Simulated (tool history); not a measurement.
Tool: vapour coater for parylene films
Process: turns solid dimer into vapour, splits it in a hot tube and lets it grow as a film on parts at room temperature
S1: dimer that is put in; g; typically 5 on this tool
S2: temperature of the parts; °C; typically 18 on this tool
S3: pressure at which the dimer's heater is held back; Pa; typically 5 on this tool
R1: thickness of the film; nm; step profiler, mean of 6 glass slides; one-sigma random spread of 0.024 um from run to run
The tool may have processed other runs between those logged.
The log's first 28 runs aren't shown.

run,hour,S1,S2,S3,R1
29,1064.7,3,14,3.74,1150
30,1094.3,5,18,4.24,1560
31,1123.3,2,12,4.24,860
32,1160.8,3,12,8.18,1120
33,1214.3,3,21,3.14,860
34,1259.7,5,12,5,2000
35,1305.9,5,12,5,1930
36,1340,5,28,6.09,900
37,1380.2,3,22,7.51,660
38,1423.6,3,22,6.8,710
39,1455.8,3,22,3.96,740
40,1505.8,3,22,3.96,760
41,1533.3,5,23,5,1160
42,1556.5,5,23,3.27,1270
43,1580.9,3,23,3.27,730
44,1623.6,3,16,11.35,780
45,1671.1,6,18,2.39,1960
46,1708,6,29,2.95,1110

Expected results for the next run?
47,1750.8,8,18,8.99,?

Run 47 gave R1 2010 nm.
Had the tool carried no hidden state, the very same run would have given R1 2310 nm.

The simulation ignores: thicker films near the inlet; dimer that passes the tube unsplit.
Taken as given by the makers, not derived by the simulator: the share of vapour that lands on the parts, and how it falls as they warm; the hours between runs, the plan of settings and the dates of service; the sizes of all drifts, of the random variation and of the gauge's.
